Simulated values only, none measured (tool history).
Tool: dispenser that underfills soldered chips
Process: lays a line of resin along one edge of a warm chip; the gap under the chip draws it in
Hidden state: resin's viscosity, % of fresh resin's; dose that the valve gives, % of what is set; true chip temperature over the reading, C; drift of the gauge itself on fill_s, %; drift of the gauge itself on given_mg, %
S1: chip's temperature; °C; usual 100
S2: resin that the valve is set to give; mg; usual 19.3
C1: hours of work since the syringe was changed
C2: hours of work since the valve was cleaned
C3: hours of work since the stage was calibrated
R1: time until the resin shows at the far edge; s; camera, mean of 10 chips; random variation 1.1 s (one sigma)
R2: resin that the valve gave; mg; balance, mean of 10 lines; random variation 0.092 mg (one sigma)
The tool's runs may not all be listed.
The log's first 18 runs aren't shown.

| run | hour | S1 | S2 | C1 | C2 | C3 | R1 | R2 |
|---|---|---|---|---|---|---|---|---|
|  | 52.8 | new syringe of resin |
| 19 | 56.7 | 98 | 17.5 | 2 | 94 | 94 | 138.2 | 16.3 |
| 20 | 60.7 | 111 | 19.3 | 5 | 96 | 96 | 119.8 | 18.09 |
| 21 | 65.2 | 111 | 19.3 | 8 | 99 | 99 | 148.2 | 17.84 |
| 22 | 67.7 | 111 | 19.3 | 9 | 101 | 101 | 171.9 | 17.87 |
|  | 69.3 | new syringe of resin |
| 23 | 71.3 | 111 | 19.3 | 1 | 103 | 103 | 88.2 | 17.83 |
| 24 | 75.1 | 101 | 22.4 | 4 | 105 | 105 | 141.8 | 20.69 |
| 25 | 77.3 | 101 | 22.4 | 5 | 106 | 106 | 155.7 | 20.65 |
| 26 | 80.7 | 101 | 22.4 | 7 | 109 | 109 | 186.7 | 20.51 |
| 27 | 83 | 92 | 21 | 8 | 110 | 110 | 277 | 19.51 |
|  | 86 | new syringe of resin |
| 28 | 86.3 | 90 | 19.5 | 0 | 112 | 112 | 147 | 17.98 |
| 29 | 89.7 | 100 | 20.9 | 2 | 114 | 114 | 126.6 | 19.39 |
| 30 | 93.1 | 89 | 19.3 | 4 | 116 | 116 | 220.1 | 17.74 |
| 31 | 95.2 | 88 | 20.8 | 6 | 117 | 117 | 253.4 | 19.11 |
| 32 | 97.2 | 88 | 20.8 | 7 | 119 | 119 | 274.6 | 19.04 |

5 ways to go on from here, each from the tool as it stands after run 32. What would each give?
| A | 99.2 | 105 | 24.7 | 8 | 120 | 120 | ? | ? |
| B | 99.2 | 90 | 22 | 8 | 120 | 120 | ? | ? |
| C | 99.2 | 100 | 17.8 | 8 | 120 | 120 | ? | ? |
| D | 99.2 | 103 | 21.1 | 8 | 120 | 120 | ? | ? |
| E | 99.2 | 101 | 20.8 | 8 | 120 | 120 | ? | ? |

| run | R1 | R2 |
|---|---|---|
| A | 184.6 | 22.62 |
| B | 287.6 | 20.15 |
| C | 219.9 | 16.27 |
| D | 195.1 | 19.15 |
| E | 206.6 | 18.91 |
Without the tool's hidden state the same runs would have given:
| run | R1 | R2 |
|---|---|---|
| A | 88.7 | 24.73 |
| B | 137.7 | 22.03 |
| C | 104.2 | 17.78 |
| D | 93.3 | 20.94 |
| E | 98.7 | 20.67 |

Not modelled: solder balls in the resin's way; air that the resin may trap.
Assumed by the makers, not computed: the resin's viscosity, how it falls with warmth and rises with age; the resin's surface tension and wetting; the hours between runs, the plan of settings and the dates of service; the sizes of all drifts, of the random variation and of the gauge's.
